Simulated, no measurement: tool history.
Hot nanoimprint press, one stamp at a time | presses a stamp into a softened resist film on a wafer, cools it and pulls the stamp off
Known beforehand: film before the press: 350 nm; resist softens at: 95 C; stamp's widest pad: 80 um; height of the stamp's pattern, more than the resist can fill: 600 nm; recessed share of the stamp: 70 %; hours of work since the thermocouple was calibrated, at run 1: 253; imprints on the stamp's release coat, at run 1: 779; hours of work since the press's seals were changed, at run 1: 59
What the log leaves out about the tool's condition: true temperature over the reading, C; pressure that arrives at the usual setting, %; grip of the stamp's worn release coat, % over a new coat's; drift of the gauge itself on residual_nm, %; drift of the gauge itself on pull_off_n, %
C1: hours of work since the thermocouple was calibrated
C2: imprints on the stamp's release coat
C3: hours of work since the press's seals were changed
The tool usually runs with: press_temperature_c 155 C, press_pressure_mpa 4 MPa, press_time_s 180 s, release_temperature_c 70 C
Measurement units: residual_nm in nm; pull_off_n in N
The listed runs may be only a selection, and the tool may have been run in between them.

run 1 hour=0 | press_temperature_c=155 press_pressure_mpa=4 press_time_s=180 release_temperature_c=70 | C1=253 C2=779 C3=59 | residual_nm=162.3 pull_off_n=230
run 2 hour=8.8 | press_temperature_c=155 press_pressure_mpa=4 press_time_s=180 release_temperature_c=70 | C1=259 C2=825 C3=65 | residual_nm=163.8 pull_off_n=225
run 3 hour=17 | press_temperature_c=155 press_pressure_mpa=4 press_time_s=180 release_temperature_c=70 | C1=265 C2=868 C3=71 | residual_nm=161.9 pull_off_n=226
run 4 hour=22.5 | press_temperature_c=155 press_pressure_mpa=4 press_time_s=180 release_temperature_c=70 | C1=269 C2=897 C3=75 | residual_nm=162.8 pull_off_n=247
run 5 hour=32 | press_temperature_c=155 press_pressure_mpa=4 press_time_s=180 release_temperature_c=70 | C1=275 C2=946 C3=81 | residual_nm=162 pull_off_n=236
run 6 hour=37 | press_temperature_c=155 press_pressure_mpa=4 press_time_s=180 release_temperature_c=70 | C1=279 C2=972 C3=85 | residual_nm=162.6 pull_off_n=244
run 7 hour=42.2 | press_temperature_c=146 press_pressure_mpa=4 press_time_s=180 release_temperature_c=70 | C1=282 C2=1000 C3=89 | residual_nm=232.9 pull_off_n=241
run 8 hour=47.9 | press_temperature_c=155 press_pressure_mpa=4 press_time_s=118 release_temperature_c=70 | C1=286 C2=1029 C3=92 | residual_nm=187.4 pull_off_n=243
run 9 hour=55.5 | press_temperature_c=155 press_pressure_mpa=4 press_time_s=180 release_temperature_c=70 | C1=291 C2=1069 C3=98 | residual_nm=164.3 pull_off_n=241
run 10 hour=62.5 | press_temperature_c=155 press_pressure_mpa=4 press_time_s=180 release_temperature_c=70 | C1=296 C2=1105 C3=103 | residual_nm=163.9 pull_off_n=259
run 11 hour=72.1 | press_temperature_c=155 press_pressure_mpa=6.01 press_time_s=345 release_temperature_c=70 | C1=303 C2=1155 C3=109 | residual_nm=102.7 pull_off_n=253
run 12 hour=77.8 | press_temperature_c=155 press_pressure_mpa=2.96 press_time_s=345 release_temperature_c=56 | C1=307 C2=1185 C3=113 | residual_nm=156.5 pull_off_n=303
run 13 hour=81.8 | press_temperature_c=155 press_pressure_mpa=3.21 press_time_s=180 release_temperature_c=61 | C1=310 C2=1206 C3=116 | residual_nm=184.5 pull_off_n=288
run 14 hour=88.3 | press_temperature_c=155 press_pressure_mpa=3.21 press_time_s=180 release_temperature_c=61 | C1=314 C2=1240 C3=121 | residual_nm=183.6 pull_off_n=293
run 15 hour=96.8 | press_temperature_c=155 press_pressure_mpa=3.21 press_time_s=180 release_temperature_c=61 | C1=320 C2=1284 C3=126 | residual_nm=184.2 pull_off_n=295
run 16 hour=103.1 | press_temperature_c=151 press_pressure_mpa=3.21 press_time_s=180 release_temperature_c=68 | C1=324 C2=1317 C3=131 | residual_nm=211.6 pull_off_n=276
run 17 hour=111.7 | press_temperature_c=151 press_pressure_mpa=3.62 press_time_s=262 release_temperature_c=57 | C1=330 C2=1362 C3=137 | residual_nm=181.4 pull_off_n=312
run 18 hour=120.8 | press_temperature_c=151 press_pressure_mpa=3.62 press_time_s=269 release_temperature_c=57 | C1=337 C2=1410 C3=143 | residual_nm=181.1 pull_off_n=325
run 19 hour=127.6 | press_temperature_c=151 press_pressure_mpa=3.62 press_time_s=269 release_temperature_c=57 | C1=341 C2=1445 C3=148 | residual_nm=182 pull_off_n=325
run 20 hour=136.4 | press_temperature_c=154 press_pressure_mpa=4 press_time_s=243 release_temperature_c=70 | C1=348 C2=1491 C3=154 | residual_nm=158.6 pull_off_n=273

Predict each of these 5 candidate next runs independently; none follows another, all start after run 20:
run A hour=145.7 | press_temperature_c=144 press_pressure_mpa=4 press_time_s=154 release_temperature_c=56 | C1=354 C2=1539 C3=160 | residual_nm=? pull_off_n=?
run B hour=145.7 | press_temperature_c=155 press_pressure_mpa=2.78 press_time_s=231 release_temperature_c=63 | C1=354 C2=1539 C3=160 | residual_nm=? pull_off_n=?
run C hour=145.7 | press_temperature_c=150 press_pressure_mpa=4.96 press_time_s=243 release_temperature_c=74 | C1=354 C2=1539 C3=160 | residual_nm=? pull_off_n=?
run D hour=145.7 | press_temperature_c=144 press_pressure_mpa=4 press_time_s=116 release_temperature_c=70 | C1=354 C2=1539 C3=160 | residual_nm=? pull_off_n=?
run E hour=145.7 | press_temperature_c=155 press_pressure_mpa=4 press_time_s=117 release_temperature_c=69 | C1=354 C2=1539 C3=160 | residual_nm=? pull_off_n=?

run=A residual_nm=261.9 pull_off_n=316
run=B residual_nm=184.6 pull_off_n=306
run=C residual_nm=165.7 pull_off_n=260
run=D residual_nm=271.9 pull_off_n=276
run=E residual_nm=192.4 pull_off_n=284
Without the tool's unlogged condition, the same runs would have read:
run=A residual_nm=249.3 pull_off_n=201
run=B residual_nm=174.3 pull_off_n=194
run=C residual_nm=154.6 pull_off_n=165
run=D residual_nm=260.4 pull_off_n=176
run=E residual_nm=181.4 pull_off_n=180
